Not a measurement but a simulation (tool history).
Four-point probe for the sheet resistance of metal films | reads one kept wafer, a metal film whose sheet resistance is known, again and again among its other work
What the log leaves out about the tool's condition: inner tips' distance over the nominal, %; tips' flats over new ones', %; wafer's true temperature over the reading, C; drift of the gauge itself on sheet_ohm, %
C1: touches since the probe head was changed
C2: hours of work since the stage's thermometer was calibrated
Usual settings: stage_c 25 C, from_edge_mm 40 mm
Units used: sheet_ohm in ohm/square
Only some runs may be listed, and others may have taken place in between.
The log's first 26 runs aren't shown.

{"run": 27, "hour": 673.9, "stage_c": 22, "from_edge_mm": 5, "C1": 59937, "C2": 900, "sheet_ohm": 17.422031}
{"run": 28, "hour": 704.9, "stage_c": 22, "from_edge_mm": 5, "C1": 60854, "C2": 914, "sheet_ohm": 17.426327}
{"run": 29, "hour": 729.8, "stage_c": 24, "from_edge_mm": 57, "C1": 61593, "C2": 926, "sheet_ohm": 17.282187}
{"run": 30, "hour": 756.2, "stage_c": 26, "from_edge_mm": 24, "C1": 62374, "C2": 938, "sheet_ohm": 17.28625}
{"run": 31, "hour": 790.1, "stage_c": 26, "from_edge_mm": 24, "C1": 63379, "C2": 954, "sheet_ohm": 17.287539}
{"run": 32, "hour": 826.6, "stage_c": 23, "from_edge_mm": 40, "C1": 64463, "C2": 971, "sheet_ohm": 17.279168}
{"run": 33, "hour": 847.7, "stage_c": 18, "from_edge_mm": 22, "C1": 65088, "C2": 981, "sheet_ohm": 17.281301}
{"run": 34, "hour": 867.6, "stage_c": 24, "from_edge_mm": 52, "C1": 65677, "C2": 990, "sheet_ohm": 17.28037}
{"run": 35, "hour": 888.6, "stage_c": 29, "from_edge_mm": 40, "C1": 66298, "C2": 1000, "sheet_ohm": 17.287804}
{"run": 36, "hour": 910.6, "stage_c": 29, "from_edge_mm": 40, "C1": 66951, "C2": 1010, "sheet_ohm": 17.292392}
{"run": 37, "hour": 948.8, "stage_c": 29, "from_edge_mm": 40, "C1": 68081, "C2": 1028, "sheet_ohm": 17.288873}
{"run": 38, "hour": 970.7, "stage_c": 21, "from_edge_mm": 17, "C1": 68733, "C2": 1038, "sheet_ohm": 17.2936}
{"run": 39, "hour": 1006.7, "stage_c": 24, "from_edge_mm": 4, "C1": 69800, "C2": 1055, "sheet_ohm": 17.507087}
{"run": 40, "hour": 1043.5, "stage_c": 24, "from_edge_mm": 4, "C1": 70889, "C2": 1072, "sheet_ohm": 17.516323}
{"run": 41, "hour": 1078.7, "stage_c": 33, "from_edge_mm": 4, "C1": 71932, "C2": 1088, "sheet_ohm": 17.522449}
{"run": 42, "hour": 1114.9, "stage_c": 33, "from_edge_mm": 4, "C1": 73003, "C2": 1105, "sheet_ohm": 17.517916}
{"run": 43, "hour": 1138.6, "stage_c": 22, "from_edge_mm": 4, "C1": 73707, "C2": 1116, "sheet_ohm": 17.505973}
{"run": 44, "hour": 1162.0, "stage_c": 22, "from_edge_mm": 4, "C1": 74401, "C2": 1127, "sheet_ohm": 17.51044}
{"run": 45, "hour": 1196.5, "stage_c": 18, "from_edge_mm": 40, "C1": 75423, "C2": 1143, "sheet_ohm": 17.276781}
{"run": 46, "hour": 1235.9, "stage_c": 18, "from_edge_mm": 40, "C1": 76591, "C2": 1161, "sheet_ohm": 17.277022}

Branching from run 46: 3 alternative next runs. What would each branch give?
{"run": "A", "hour": 1258.6, "stage_c": 23, "from_edge_mm": 27, "C1": 77263, "C2": 1172, "sheet_ohm": "?"}
{"run": "B", "hour": 1258.6, "stage_c": 18, "from_edge_mm": 72, "C1": 77263, "C2": 1172, "sheet_ohm": "?"}
{"run": "C", "hour": 1258.6, "stage_c": 26, "from_edge_mm": 40, "C1": 77263, "C2": 1172, "sheet_ohm": "?"}

run=A sheet_ohm=17.284328
run=B sheet_ohm=17.267604
run=C sheet_ohm=17.285414
Stripped of hidden state, with their random variation kept, the same runs would have yielded:
run=A sheet_ohm=17.283098
run=B sheet_ohm=17.266373
run=C sheet_ohm=17.284186

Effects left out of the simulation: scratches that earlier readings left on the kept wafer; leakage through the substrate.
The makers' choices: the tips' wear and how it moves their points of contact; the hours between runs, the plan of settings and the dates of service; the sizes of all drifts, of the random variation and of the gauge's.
